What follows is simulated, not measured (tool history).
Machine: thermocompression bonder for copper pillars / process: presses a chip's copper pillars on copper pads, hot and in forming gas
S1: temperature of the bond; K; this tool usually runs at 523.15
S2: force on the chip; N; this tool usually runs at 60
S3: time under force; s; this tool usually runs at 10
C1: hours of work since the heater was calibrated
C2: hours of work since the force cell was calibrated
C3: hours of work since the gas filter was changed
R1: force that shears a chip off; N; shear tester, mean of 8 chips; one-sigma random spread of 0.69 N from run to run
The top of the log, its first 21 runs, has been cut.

run	hour	S1	S2	S3	C1	C2	C3	R1
22	142.7	523.15	63	10	191	8	309	44.0
23	151.5	495.15	49	15	195	12	314	31.7
24	157.7	501.15	73	15	198	15	317	45.0
25	165.5	524.15	47	28	202	19	321	50.7
# hour 169.4: force cell calibrated, once more
26	174.2	524.15	47	28	206	2	324	51.4
27	180.7	523.15	66	10	209	6	327	45.1
28	188.5	523.15	66	10	213	9	331	45.1
29	194.0	517.15	39	11	216	12	334	31.1
30	201.2	517.15	39	11	219	16	337	30.0
31	209.9	545.15	67	10	223	20	342	56.3
32	217.4	552.15	67	6	227	24	345	48.9
33	223.7	537.15	60	10	230	27	348	47.4
34	230.3	537.15	60	10	233	30	352	48.9
35	239.0	508.15	60	10	238	34	356	36.6
36	246.2	543.15	76	10	241	38	359	56.6
37	252.2	543.15	76	10	244	41	362	57.8
38	259.3	526.15	53	8	248	44	366	36.8
39	264.7	553.15	39	12	250	47	368	43.6

Forecast each of these 5 alternatives for the next run:
A	271.1	548.15	63	6	253	50	372	?
B	271.1	548.15	39	12	253	50	372	?
C	271.1	537.15	90	12	253	50	372	?
D	271.1	521.15	60	10	253	50	372	?
E	271.1	524.15	44	12	253	50	372	?

run	R1
A	46.6
B	42.8
C	60.7
D	40.9
E	35.8
Without the tool's unlogged condition, the same runs would have read:
run	R1
A	52.4
B	48.2
C	67.8
D	46.3
E	40.7
